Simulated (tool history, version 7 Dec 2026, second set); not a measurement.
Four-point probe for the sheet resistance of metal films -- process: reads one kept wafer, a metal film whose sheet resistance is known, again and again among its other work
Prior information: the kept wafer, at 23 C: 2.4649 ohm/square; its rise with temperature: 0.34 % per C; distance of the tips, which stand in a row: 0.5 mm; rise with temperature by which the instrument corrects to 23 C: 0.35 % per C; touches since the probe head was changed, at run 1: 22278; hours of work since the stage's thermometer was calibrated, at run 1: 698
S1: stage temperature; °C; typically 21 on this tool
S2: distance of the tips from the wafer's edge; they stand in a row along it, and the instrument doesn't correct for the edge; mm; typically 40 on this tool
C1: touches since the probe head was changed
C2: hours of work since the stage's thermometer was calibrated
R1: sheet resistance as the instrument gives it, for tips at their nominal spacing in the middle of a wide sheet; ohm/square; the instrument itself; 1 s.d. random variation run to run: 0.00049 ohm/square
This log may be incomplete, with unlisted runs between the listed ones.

run,day,S1,S2,C1,C2,R1
1,0.000,21,40,22278,698,2.453174
2,2.188,21,40,24977,732,2.453812
3,4.158,21,40,27412,763,2.454918
4,6.629,21,40,30465,801,2.457531
5,9.304,21,40,33765,843,2.457619
6,11.988,21,40,37080,884,2.459523
7,16.029,23,40,42069,947,2.460039
8,17.838,23,40,44303,975,2.460452
9,21.762,23,40,49149,1036,2.462577
10,25.829,26,40,54173,1100,2.463815
11,30.142,26,40,59497,1167,2.465152
12,33.679,26,40,63865,1222,2.466332
13,35.821,26,40,66509,1255,2.467520
14,37.796,21,40,68946,1286,2.471262
15,39.625,21,40,71208,1314,2.471199
16,43.458,21,7,75938,1374,2.479548
# day 43.817: new probe head fitted
17,45.950,21,7,2635,1412,2.477317
18,49.083,21,7,6506,1461,2.479175
19,50.979,21,7,8844,1490,2.479852
20,53.804,21,13,12331,1534,2.476718
21,57.133,21,6,16445,1586,2.484873
22,61.221,21,6,21491,1650,2.486522
23,63.633,29,16,24469,1687,2.476817
24,65.575,29,16,26867,1717,2.477393
# day 67.338: stage's thermometer calibrated
25,69.992,29,16,32296,41,2.475826
26,74.217,25,21,37514,107,2.479057
27,76.733,20,10,40622,146,2.483834
28,79.633,28,8,44198,191,2.484469
29,83.792,28,8,49334,256,2.487130
30,86.583,21,16,52780,299,2.485975
31,89.292,31,25,56128,342,2.484486
32,92.646,33,4,60270,394,2.504417
33,95.525,33,4,63823,438,2.505901
34,98.008,23,9,66887,477,2.493514
35,101.904,27,40,71697,538,2.489895
36,104.233,34,7,74575,574,2.495228
# day 105.542: new probe head fitted
37,106.346,19,14,992,606,2.477500
38,110.621,28,4,6271,673,2.494921
39,113.521,21,36,9853,718,2.477887

Below are 4 alternative next runs, each starting from the tool's condition after run 39. Predict each:
A,116.221,22,14,13185,760,?
B,116.221,23,36,13185,760,?
C,116.221,29,34,13185,760,?
D,116.221,34,21,13185,760,?

run,R1
A,2.480621
B,2.479335
C,2.477044
D,2.475244
Had the tool no hidden state, the same runs would have come out as:
run,R1
A,2.467123
B,2.465848
C,2.463592
D,2.461820

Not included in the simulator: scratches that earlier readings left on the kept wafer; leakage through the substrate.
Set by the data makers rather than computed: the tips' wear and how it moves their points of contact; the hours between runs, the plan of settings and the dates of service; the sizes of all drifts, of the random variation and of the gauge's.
